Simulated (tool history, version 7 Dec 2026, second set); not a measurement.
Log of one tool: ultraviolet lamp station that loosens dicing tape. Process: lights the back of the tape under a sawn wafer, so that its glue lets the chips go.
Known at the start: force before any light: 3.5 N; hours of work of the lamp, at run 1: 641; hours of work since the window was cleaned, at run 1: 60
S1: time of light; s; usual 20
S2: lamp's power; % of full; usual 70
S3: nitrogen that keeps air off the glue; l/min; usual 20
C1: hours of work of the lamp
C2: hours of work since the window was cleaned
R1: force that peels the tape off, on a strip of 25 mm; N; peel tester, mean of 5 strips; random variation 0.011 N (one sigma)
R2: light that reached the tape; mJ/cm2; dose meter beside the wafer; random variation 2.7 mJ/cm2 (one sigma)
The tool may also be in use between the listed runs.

run 1 hour=0.0 | S1=20 S2=70 S3=20 | C1=641 C2=60 | R1=0.719 R2=294
run 2 hour=52.4 | S1=20 S2=70 S3=25 | C1=669 C2=88 | R1=0.709 R2=285
run 3 hour=85.0 | S1=20 S2=70 S3=38 | C1=687 C2=106 | R1=0.648 R2=282
run 4 hour=135.3 | S1=20 S2=70 S3=20 | C1=714 C2=133 | R1=0.777 R2=275
run 5 hour=195.0 | S1=20 S2=70 S3=20 | C1=746 C2=165 | R1=0.801 R2=272
run 6 hour=240.0 | S1=38 S2=70 S3=20 | C1=770 C2=189 | R1=0.332 R2=506
run 7 hour=274.9 | S1=20 S2=70 S3=20 | C1=789 C2=208 | R1=0.821 R2=262
run 8 hour=327.5 | S1=20 S2=70 S3=20 | C1=817 C2=236 | R1=0.885 R2=252
run 9 hour=368.5 | S1=20 S2=70 S3=20 | C1=839 C2=258 | R1=0.877 R2=250

The next listed run, before its measurement:
run 10 hour=403.5 | S1=20 S2=70 S3=20 | C1=858 C2=277 | R1=? R2=?

R1: 0.888 N
R2: 251 mJ/cm2
Without the tool's hidden state the same run would have given R1 0.505 N, R2 378 mJ/cm2.
